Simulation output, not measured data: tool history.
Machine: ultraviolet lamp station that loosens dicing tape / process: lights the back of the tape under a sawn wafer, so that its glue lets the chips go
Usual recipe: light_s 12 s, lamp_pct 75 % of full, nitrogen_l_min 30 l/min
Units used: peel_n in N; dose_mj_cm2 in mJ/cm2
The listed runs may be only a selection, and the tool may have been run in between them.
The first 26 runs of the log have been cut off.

run   hour  light_s  lamp_pct  nitrogen_l_min  hours of work of the lamp  hours of work since the window was cleaned  peel_n  dose_mj_cm2
 27  543.8       12        75              14                        516                                         175   1.492          434
 28  569.0       12        75              14                        536                                         194   1.515          434
 29  582.2       10        79              39                        546                                         204   1.246          377
 30  594.6       10        82              49                        555                                         214   1.067          392
 31  612.1       10        62              13                        569                                         227   2.878          294
 32  624.5       10        62              13                        578                                         237   2.924          290
 33  651.7        7        82              39                        599                                         258   2.209          270
 34  672.6       12        75              15                        615                                         274   1.551          419
 35  693.0       20        75              15                        631                                         290   0.580          689
 36  720.2       16        71              26                        652                                         310   0.783          516
     726.5  -- window cleaned of glue's vapour
 37  738.9       16        71              26                        666                                          10   0.635          570
 38  763.5       16        71              26                        685                                          28   0.669          572
 39  783.6       16        71              26                        700                                          44   0.667          570
 40  806.1       16        71              26                        717                                          61   0.656          551
 41  819.2       16        73              23                        727                                          71   0.671          575
 42  834.4       16        73              23                        739                                          83   0.671          567
 43  862.1       11        71              30                        761                                         104   1.443          379

Each row is a separate what-if for the run after 43, all from the same tool condition, not one after another. Results?
  A  882.4       11        71              56                        776                                         120       ?            ?
  B  882.4       12        84              13                        776                                         120       ?            ?
  C  882.4       13        71              30                        776                                         120       ?            ?
  D  882.4        8        61              29                        776                                         120       ?            ?

run  peel_n  dose_mj_cm2
  A   1.149          372
  B   1.274          485
  C   1.004          441
  D   3.092          234
What these runs would have given with no unlogged condition in the tool:
run  peel_n  dose_mj_cm2
  A   0.803          444
  B   0.898          578
  C   0.695          526
  D   2.421          279
